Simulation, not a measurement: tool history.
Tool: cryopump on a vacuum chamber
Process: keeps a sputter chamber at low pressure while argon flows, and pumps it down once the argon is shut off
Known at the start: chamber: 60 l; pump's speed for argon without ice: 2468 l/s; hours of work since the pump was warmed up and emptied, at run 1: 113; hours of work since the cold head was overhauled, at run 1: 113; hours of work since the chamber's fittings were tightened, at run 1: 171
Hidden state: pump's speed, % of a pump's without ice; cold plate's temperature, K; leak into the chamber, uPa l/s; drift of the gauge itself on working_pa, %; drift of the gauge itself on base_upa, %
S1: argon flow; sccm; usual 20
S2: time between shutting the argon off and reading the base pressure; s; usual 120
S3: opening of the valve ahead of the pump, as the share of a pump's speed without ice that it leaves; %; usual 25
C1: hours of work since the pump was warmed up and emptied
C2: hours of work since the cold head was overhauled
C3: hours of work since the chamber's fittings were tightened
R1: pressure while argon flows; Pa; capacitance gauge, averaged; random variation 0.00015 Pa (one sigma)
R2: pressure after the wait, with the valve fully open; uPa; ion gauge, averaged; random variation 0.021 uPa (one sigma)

| run | hour | S1 | S2 | S3 | C1 | C2 | C3 | R1 | R2 |
|---|---|---|---|---|---|---|---|---|---|
| 1 | 0 | 20 | 120 | 25 | 113 | 113 | 171 | 0.0553 | 0.64 |
| 2 | 30.4 | 20 | 120 | 25 | 136 | 136 | 194 | 0.0555 | 0.6 |
| 3 | 78.2 | 20 | 120 | 25 | 173 | 173 | 231 | 0.0556 | 0.64 |
| 4 | 122.3 | 31 | 120 | 25 | 207 | 207 | 265 | 0.0862 | 0.68 |
| 5 | 154.3 | 31 | 120 | 25 | 232 | 232 | 289 | 0.0865 | 0.71 |
| 6 | 184.9 | 31 | 120 | 25 | 255 | 255 | 313 | 0.0864 | 0.73 |
| 7 | 228.2 | 31 | 120 | 25 | 288 | 288 | 346 | 0.0873 | 0.76 |
| 8 | 271.8 | 31 | 120 | 25 | 322 | 322 | 380 | 0.0876 | 0.82 |
| 9 | 310.4 | 31 | 120 | 25 | 352 | 352 | 409 | 0.0875 | 0.84 |
| 10 | 336.8 | 20 | 120 | 25 | 372 | 372 | 430 | 0.0564 | 0.84 |
|  | 375.4 | pump warmed up, emptied and cooled again |
| 11 | 375.8 | 20 | 120 | 25 | 0 | 398 | 456 | 0.0549 | 0.82 |
| 12 | 423 | 20 | 133 | 25 | 37 | 434 | 492 | 0.0551 | 0.85 |
| 13 | 471.4 | 20 | 133 | 25 | 74 | 472 | 529 | 0.055 | 0.84 |
| 14 | 504.7 | 16 | 87 | 21 | 99 | 497 | 555 | 0.0526 | 1.02 |
| 15 | 544.9 | 20 | 55 | 25 | 130 | 528 | 586 | 0.0557 | 1.32 |
| 16 | 566.6 | 9 | 136 | 35 | 147 | 545 | 603 | 0.0181 | 0.89 |
| 17 | 596.5 | 11 | 136 | 19 | 170 | 568 | 626 | 0.0402 | 0.95 |
| 18 | 629.9 | 30 | 149 | 58 | 196 | 594 | 651 | 0.0372 | 0.95 |
| 19 | 660.3 | 20 | 120 | 17 | 219 | 617 | 675 | 0.082 | 1.05 |
| 20 | 703.6 | 20 | 120 | 17 | 252 | 650 | 708 | 0.082 | 1 |
| 21 | 740.3 | 20 | 120 | 17 | 281 | 679 | 736 | 0.0823 | 1.11 |

The next listed run, before its measurement:
| 22 | 775.9 | 20 | 120 | 17 | 308 | 706 | 764 | ? | ? |

R1: 0.0822 Pa
R2: 1.13 uPa
Without the tool's hidden state the same run would have given R1 0.0805 Pa, R2 0.47 uPa.
